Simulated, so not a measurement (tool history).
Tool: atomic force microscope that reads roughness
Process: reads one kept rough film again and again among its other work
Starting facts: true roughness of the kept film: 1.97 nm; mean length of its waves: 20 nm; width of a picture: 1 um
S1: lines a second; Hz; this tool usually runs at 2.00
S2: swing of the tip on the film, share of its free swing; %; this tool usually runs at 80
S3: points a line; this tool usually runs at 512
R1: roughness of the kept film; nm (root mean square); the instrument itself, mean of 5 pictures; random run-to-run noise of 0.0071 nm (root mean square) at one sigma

Run 1, hour 0.0: usual settings. Result: R1 1.478 nm (root mean square).
Run 2, hour 71.0: usual settings. Result: R1 1.470 nm (root mean square).
At hour 127.0: new tip fitted.
Run 3, hour 151.2: usual settings. Result: R1 1.483 nm (root mean square).
Run 4, hour 231.4: usual settings. Result: R1 1.483 nm (root mean square).
Run 5, hour 281.8: usual settings. Result: R1 1.475 nm (root mean square).
Run 6, hour 327.3: usual settings. Result: R1 1.467 nm (root mean square).
At hour 373.7: new tip fitted.
Run 7, hour 388.8: usual settings but S2 83 %. Result: R1 1.465 nm (root mean square).
Run 8, hour 462.3: usual settings but S2 83 %. Result: R1 1.450 nm (root mean square).
Run 9, hour 518.9: usual settings but S2 83 %, S3 313. Result: R1 1.432 nm (root mean square).
Run 10, hour 565.3: usual settings. Result: R1 1.473 nm (root mean square).
At hour 617.7: new tip fitted.
Run 11, hour 633.7: usual settings but S1 1.18 Hz. Result: R1 1.529 nm (root mean square).
Run 12, hour 679.4: usual settings but S1 1.18 Hz. Result: R1 1.531 nm (root mean square).
Run 13, hour 725.1: usual settings but S1 1.27 Hz, S3 364. Result: R1 1.504 nm (root mean square).
Run 14, hour 791.2: usual settings but S1 1.27 Hz, S3 364. Result: R1 1.511 nm (root mean square).
Run 15, hour 829.5: usual settings but S1 1.27 Hz, S3 276. Result: R1 1.488 nm (root mean square).
At hour 863.1: new tip fitted.
Run 16, hour 882.0: usual settings but S1 2.81 Hz, S2 57 %, S3 468. Result: R1 1.563 nm (root mean square).
Run 17, hour 959.6: usual settings but S2 71 %. Result: R1 1.525 nm (root mean square).
Run 18, hour 1010.5: usual settings but S2 71 %. Result: R1 1.525 nm (root mean square).
Run 19, hour 1062.5: usual settings but S1 1.04 Hz, S2 76 %, S3 340. Result: R1 1.534 nm (root mean square).
At hour 1107.6: new tip fitted.
Run 20, hour 1110.4: usual settings but S1 2.53 Hz, S2 61 %. Result: R1 1.559 nm (root mean square).
Run 21, hour 1186.1: usual settings but S2 67 %, S3 289. Result: R1 1.524 nm (root mean square).
Run 22, hour 1254.7: usual settings but S1 1.85 Hz, S2 76 %, S3 944. Result: R1 1.521 nm (root mean square).
Run 23, hour 1299.0: usual settings but S2 69 %. Result: R1 1.550 nm (root mean square).

Below, each run's measurement less what the same run would have read without the hidden state. Both values contain the same run-to-run variation, but the gauge's scatter may not be the same in both:
Hidden state at play: radius of the tip, nm; height scale over the true one, %; drift of the gauge itself on roughness_nm, %.
run      R1
  1  -0.005
  2  -0.008
  3  -0.001
  4  -0.004
  5  -0.006
  6  -0.007
  7  -0.001
  8  -0.004
  9  -0.006
 10  -0.008
 11  -0.001
 12  -0.003
 13  -0.004
 14  -0.007
 15  -0.008
 16  -0.001
 17  -0.003
 18  -0.006
 19  -0.008
 20  +0.000
 21  -0.004
 22  -0.006
 23  -0.008

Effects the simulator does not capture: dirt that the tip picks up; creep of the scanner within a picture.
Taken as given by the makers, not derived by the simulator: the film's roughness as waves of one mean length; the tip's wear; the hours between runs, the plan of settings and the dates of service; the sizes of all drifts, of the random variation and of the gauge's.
